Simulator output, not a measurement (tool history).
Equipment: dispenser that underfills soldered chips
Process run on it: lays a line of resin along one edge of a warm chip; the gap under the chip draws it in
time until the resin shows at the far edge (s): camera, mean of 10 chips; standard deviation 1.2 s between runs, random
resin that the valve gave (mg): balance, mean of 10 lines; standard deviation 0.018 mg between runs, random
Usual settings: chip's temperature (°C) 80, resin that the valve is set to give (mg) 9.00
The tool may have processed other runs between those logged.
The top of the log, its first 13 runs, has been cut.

run   hour  chip's temperature (°C)  resin that the valve is set to give (mg)  time until the resin shows at the far edge (s)  resin that the valve gave (mg)
 14   88.9                       70                                     11.11                                           214.9                           11.01
      91.1  -- new syringe of resin
 15   96.1                       90                                      9.00                                            84.3                            8.88
      99.7  -- new syringe of resin
 16  104.0                       90                                      9.00                                            83.6                            8.86
     108.2  -- new syringe of resin
 17  111.6                       90                                      9.00                                            82.7                            8.83
     116.6  -- new syringe of resin
 18  121.2                       83                                      9.00                                           110.2                            8.83
     125.0  -- new syringe of resin
 19  126.5                       83                                      9.00                                           104.3                            8.82
     133.5  -- new syringe of resin
 20  135.7                       73                                     11.58                                           165.2                           11.33
 21  140.9                       94                                     11.15                                            70.8                           10.88
     142.1  -- new syringe of resin
 22  147.7                       77                                     11.37                                           148.0                           11.07
     150.7  -- new syringe of resin
 23  156.5                       70                                     11.45                                           205.4                           11.13
     159.6  -- new syringe of resin
 24  162.4                       70                                     11.45                                           190.4                           11.07
     168.6  -- new syringe of resin
 25  170.0                       70                                     11.45                                           183.6                           11.12
 26  174.6                       87                                     10.78                                            94.0                           10.41
     177.5  -- new syringe of resin
     181.3  -- dispensing valve cleaned and set on the balance
 27  183.0                       91                                      8.85                                            78.3                            8.83
     187.0  -- new syringe of resin
 28  191.9                       89                                      8.51                                            88.4                            8.52
     195.7  -- new syringe of resin
 29  201.4                       66                                      9.59                                           247.1                            9.58
     204.3  -- new syringe of resin
 30  206.8                       74                                      9.02                                           156.8                            8.98
     212.9  -- new syringe of resin
 31  217.7                       80                                     11.30                                           127.0                           11.23
     221.5  -- new syringe of resin
 32  227.0                       74                                     10.18                                           165.4                           10.04
     230.2  -- new syringe of resin
 33  235.7                       74                                     10.18                                           174.8                           10.04

Predict each of these 5 candidate next runs independently; none follows another, all start after run 33:
     238.9  -- new syringe of resin
  A  246.3                       80                                      9.00                                               ?                               ?
     238.9  -- new syringe of resin
  B  246.3                       70                                     11.09                                               ?                               ?
     238.9  -- new syringe of resin
  C  246.3                       74                                     11.33                                               ?                               ?
     238.9  -- new syringe of resin
  D  246.3                       80                                      9.29                                               ?                               ?
     238.9  -- new syringe of resin
  E  246.3                       79                                      9.62                                               ?                               ?

run  time until the resin shows at the far edge (s)  resin that the valve gave (mg)
  A                                           134.5                            8.90
  B                                           212.7                           10.93
  C                                           175.0                           11.17
  D                                           136.4                            9.14
  E                                           140.7                            9.50
Stripped of hidden state, with their random variation kept, the same runs would have yielded:
run  time until the resin shows at the far edge (s)  resin that the valve gave (mg)
  A                                           120.5                            9.03
  B                                           191.3                           11.08
  C                                           157.2                           11.33
  D                                           122.3                            9.27
  E                                           126.1                            9.63
